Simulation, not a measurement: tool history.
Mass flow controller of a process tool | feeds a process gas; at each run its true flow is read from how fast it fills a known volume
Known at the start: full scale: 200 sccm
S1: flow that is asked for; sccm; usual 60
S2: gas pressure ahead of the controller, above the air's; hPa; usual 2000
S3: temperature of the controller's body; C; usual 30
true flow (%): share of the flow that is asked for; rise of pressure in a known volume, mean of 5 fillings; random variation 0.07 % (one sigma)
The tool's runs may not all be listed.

run 1 day=0 | S1=60 S2=2000 S3=30 | true_flow_(%)=98.69
run 2 day=10.075 | S1=60 S2=2000 S3=30 | true_flow_(%)=98.69
run 3 day=23.058 | S1=60 S2=2000 S3=30 | true_flow_(%)=98.8
run 4 day=33.012 | S1=60 S2=2000 S3=30 | true_flow_(%)=98.81
run 5 day=46.9 | S1=60 S2=2000 S3=30 | true_flow_(%)=98.78
run 6 day=61.604 | S1=41 S2=2000 S3=30 | true_flow_(%)=98.53
run 7 day=70.617 | S1=24 S2=2000 S3=30 | true_flow_(%)=98.44
run 8 day=89.292 | S1=24 S2=2000 S3=36 | true_flow_(%)=98.66
run 9 day=99.929 | S1=30 S2=1460 S3=28 | true_flow_(%)=98.14
run 10 day=111.904 | S1=26 S2=1400 S3=35 | true_flow_(%)=98.43
run 11 day=125.904 | S1=26 S2=1400 S3=35 | true_flow_(%)=98.4
run 12 day=140.017 | S1=21 S2=2000 S3=22 | true_flow_(%)=98.15

Forecast each of these 4 alternatives for the next run:
run A day=159.279 | S1=60 S2=2000 S3=21 | true_flow_(%)=?
run B day=159.279 | S1=77 S2=2270 S3=30 | true_flow_(%)=?
run C day=159.279 | S1=68 S2=2000 S3=26 | true_flow_(%)=?
run D day=159.279 | S1=21 S2=1940 S3=33 | true_flow_(%)=?

run=A true_flow_(%)=98.41
run=B true_flow_(%)=98.93
run=C true_flow_(%)=98.75
run=D true_flow_(%)=98.49
Without the tool's hidden state the same runs would have given:
run=A true_flow_(%)=98.39
run=B true_flow_(%)=98.91
run=C true_flow_(%)=98.74
run=D true_flow_(%)=98.46

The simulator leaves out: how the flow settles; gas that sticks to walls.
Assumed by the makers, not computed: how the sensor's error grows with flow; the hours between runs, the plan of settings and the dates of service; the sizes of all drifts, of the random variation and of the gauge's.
